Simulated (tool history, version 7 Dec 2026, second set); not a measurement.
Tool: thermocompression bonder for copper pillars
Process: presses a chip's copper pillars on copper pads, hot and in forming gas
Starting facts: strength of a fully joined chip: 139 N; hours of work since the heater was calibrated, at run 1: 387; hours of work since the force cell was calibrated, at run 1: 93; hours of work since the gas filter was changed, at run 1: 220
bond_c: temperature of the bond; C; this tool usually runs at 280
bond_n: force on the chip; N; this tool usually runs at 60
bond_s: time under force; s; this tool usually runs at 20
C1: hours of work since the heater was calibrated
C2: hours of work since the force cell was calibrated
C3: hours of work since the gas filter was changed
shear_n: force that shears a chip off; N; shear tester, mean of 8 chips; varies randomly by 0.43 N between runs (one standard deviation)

Run 1, day 0: usual settings; C1 387; C2 93; C3 220. Result: shear_n 82.6 N.
At day 0.229: forming gas filter changed.
Run 2, day 0.488: usual settings but bond_s 29 s; C1 392; C2 99; C3 3. Result: shear_n 95.7 N.
Run 3, day 0.792: usual settings; C1 396; C2 102; C3 6. Result: shear_n 85.7 N.
Run 4, day 1.025: usual settings; C1 399; C2 105; C3 9. Result: shear_n 85.6 N.
Run 5, day 1.296: usual settings; C1 402; C2 108; C3 12. Result: shear_n 85.9 N.
Run 6, day 1.667: usual settings but bond_n 69 N; C1 406; C2 112; C3 17. Result: shear_n 94.7 N.
Run 7, day 1.871: usual settings but bond_n 69 N; C1 408; C2 115; C3 19. Result: shear_n 94.4 N.
Run 8, day 2.342: usual settings but bond_c 287 C, bond_n 69 N; C1 414; C2 120; C3 24. Result: shear_n 98.8 N.
Run 9, day 2.729: usual settings but bond_c 264 C; C1 418; C2 125; C3 29. Result: shear_n 75.3 N.
Run 10, day 3.154: usual settings but bond_c 264 C, bond_s 38 s; C1 423; C2 130; C3 34. Result: shear_n 91.4 N.
Run 11, day 3.383: usual settings; C1 426; C2 132; C3 36. Result: shear_n 86.1 N.
Run 12, day 3.867: usual settings; C1 431; C2 138; C3 42. Result: shear_n 84.7 N.
Run 13, day 4.079: usual settings; C1 434; C2 140; C3 44. Result: shear_n 85.7 N.
Run 14, day 4.296: usual settings; C1 436; C2 143; C3 47. Result: shear_n 85.5 N.
Run 15, day 4.65: usual settings but bond_s 27 s; C1 440; C2 147; C3 51. Result: shear_n 93.7 N.
Run 16, day 5.067: usual settings but bond_s 27 s; C1 445; C2 152; C3 56. Result: shear_n 93.4 N.
Run 17, day 5.267: usual settings but bond_s 27 s; C1 448; C2 154; C3 58. Result: shear_n 92.8 N.
Run 18, day 5.608: usual settings but bond_c 293 C, bond_s 17 s; C1 451; C2 158; C3 62. Result: shear_n 89.3 N.
Run 19, day 5.842: usual settings but bond_c 303 C; C1 454; C2 161; C3 65. Result: shear_n 99.5 N.
Run 20, day 6.183: usual settings but bond_c 303 C, bond_n 64 N, bond_s 15 s; C1 458; C2 165; C3 69. Result: shear_n 96.2 N.
Run 21, day 6.408: usual settings but bond_n 64 N; C1 461; C2 167; C3 71. Result: shear_n 89.4 N.
Run 22, day 6.683: usual settings but bond_n 90 N; C1 464; C2 170; C3 74. Result: shear_n 108.7 N.
At day 6.788: force cell calibrated.
Run 23, day 7.192: usual settings but bond_c 285 C, bond_n 69 N; C1 469; C2 5; C3 80. Result: shear_n 96.4 N.
Run 24, day 7.567: usual settings but bond_c 285 C, bond_n 69 N; C1 473; C2 9; C3 84. Result: shear_n 96.4 N.
At day 7.975: force cell calibrated, once more.
Run 25, day 8.05: usual settings but bond_n 40 N, bond_s 15 s; C1 478; C2 1; C3 89. Result: shear_n 56.4 N.
Run 26, day 8.467: usual settings but bond_c 256 C, bond_n 50 N, bond_s 12 s; C1 483; C2 6; C3 94. Result: shear_n 49.9 N.
Run 27, day 8.683: usual settings but bond_c 299 C; C1 485; C2 8; C3 96. Result: shear_n 98 N.
Run 28, day 9.054: usual settings but bond_c 260 C, bond_s 18 s; C1 490; C2 12; C3 100. Result: shear_n 71 N.
Run 29, day 9.371: usual settings but bond_c 254 C, bond_s 18 s; C1 493; C2 16; C3 104. Result: shear_n 66.8 N.
Run 30, day 9.696: usual settings but bond_s 41 s; C1 497; C2 20; C3 108. Result: shear_n 103.5 N.
Run 31, day 9.929: usual settings but bond_c 276 C, bond_s 18 s; C1 500; C2 23; C3 110. Result: shear_n 80.3 N.
Run 32, day 10.367: usual settings but bond_c 284 C, bond_n 53 N, bond_s 21 s; C1 505; C2 28; C3 115. Result: shear_n 82.4 N.

Each row is a separate what-if for the run after 32, all from the same tool condition, not one after another. Results?
Run A, day 10.767: usual settings but bond_c 301 C, bond_n 37 N, bond_s 21 s; C1 509; C2 32; C3 120. Result: shear_n ?.
Run B, day 10.767: usual settings but bond_c 284 C, bond_n 53 N, bond_s 39 s; C1 509; C2 32; C3 120. Result: shear_n ?.
Run C, day 10.767: usual settings but bond_c 282 C, bond_n 53 N, bond_s 21 s; C1 509; C2 32; C3 120. Result: shear_n ?.
Run D, day 10.767: usual settings but bond_c 289 C, bond_n 53 N, bond_s 17 s; C1 509; C2 32; C3 120. Result: shear_n ?.

run  shear_n
  A     70.8
  B     97.4
  C     80.4
  D     80.2
What these runs would have given with no unlogged condition in the tool:
run  shear_n
  A     67.5
  B     94.2
  C     76.8
  D     76.7
